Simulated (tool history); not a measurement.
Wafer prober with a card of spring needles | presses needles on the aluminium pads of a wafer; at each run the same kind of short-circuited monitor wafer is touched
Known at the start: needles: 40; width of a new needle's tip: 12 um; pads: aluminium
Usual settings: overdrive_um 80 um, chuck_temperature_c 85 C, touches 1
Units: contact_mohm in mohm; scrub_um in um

run,day,overdrive_um,chuck_temperature_c,touches,contact_mohm,scrub_um
1,0.000,80,85,1,377,19.65
2,0.817,80,85,1,436,19.66
# day 1.238: tips cleaned on abrasive film
3,1.958,80,85,1,418,19.66
# day 2.838: tips cleaned on abrasive film
4,3.292,80,85,1,391,19.64
# day 4.438: tips cleaned on abrasive film
5,4.471,80,85,1,303,19.64
6,5.558,80,89,1,429,19.63
# day 6.071: tips cleaned on abrasive film
7,6.808,80,89,1,430,19.60
# day 7.729: tips cleaned on abrasive film
8,8.075,80,89,1,390,19.61
9,8.800,80,89,1,440,19.59
# day 9.325: tips cleaned on abrasive film
10,10.179,68,89,1,471,16.65
# day 10.929: tips cleaned on abrasive film
11,10.929,73,89,1,303,17.92
12,12.158,80,85,1,444,19.61
# day 12.592: tips cleaned on abrasive film
13,13.354,80,85,1,423,19.58
# day 14.258: tips cleaned on abrasive film
14,14.875,80,85,1,420,19.57
# day 15.933: tips cleaned on abrasive film
15,16.308,91,85,1,364,22.27
# day 16.629: height of the first contact set anew
# day 17.575: tips cleaned on abrasive film
16,17.575,91,85,1,279,22.45
17,18.829,91,85,1,406,22.41
# day 19.196: tips cleaned on abrasive film
18,19.892,62,82,1,497,15.28
# day 20.862: tips cleaned on abrasive film
19,20.967,62,82,1,362,15.28
20,21.738,62,82,1,513,15.26
# day 22.583: tips cleaned on abrasive film
21,22.996,97,28,2,322,23.89
22,23.862,97,28,2,338,23.89
# day 24.275: tips cleaned on abrasive film
23,25.042,97,28,2,330,23.89
# day 25.950: tips cleaned on abrasive film
24,26.571,80,85,1,418,19.67
25,27.242,92,85,1,404,22.66
# day 27.588: tips cleaned on abrasive film
26,28.492,61,85,1,521,14.98
# day 29.267: tips cleaned on abrasive film
27,29.425,96,36,1,315,23.56
# day 30.867: tips cleaned on abrasive film
28,30.888,66,29,1,298,16.19
29,31.675,88,55,2,349,21.60
# day 32.542: tips cleaned on abrasive film
30,32.946,96,76,1,360,23.59
# day 34.133: tips cleaned on abrasive film
31,34.275,80,85,1,344,19.64
32,35.492,80,85,1,445,19.61
# day 35.729: tips cleaned on abrasive film
33,36.462,77,85,2,365,18.84

Some steps in contact_mohm between neighbouring runs. How much of each would the tool show without its hidden state too (settings, what came in, random variation), and how much is left for the hidden state, with any gauge scatter that isn't in both results?
The hidden state here: debris on the tips, nm; way that the needles fall short of the set height, um; tips' diameter, um; drift of the gauge itself on contact_mohm, %; drift of the gauge itself on scrub_um, %.
Run 10 -> 11: overdrive_um 68 -> 73, tips cleaned on abrasive film. contact_mohm -168 mohm: hidden state -174, all else +6.
Run 20 -> 21: overdrive_um 62 -> 97, chuck_temperature_c 82 -> 28, touches 1 -> 2, tips cleaned on abrasive film. contact_mohm -191 mohm: hidden state -175, all else -16.
Run 26 -> 27: overdrive_um 61 -> 96, chuck_temperature_c 85 -> 36, tips cleaned on abrasive film. contact_mohm -206 mohm: hidden state -191, all else -15.
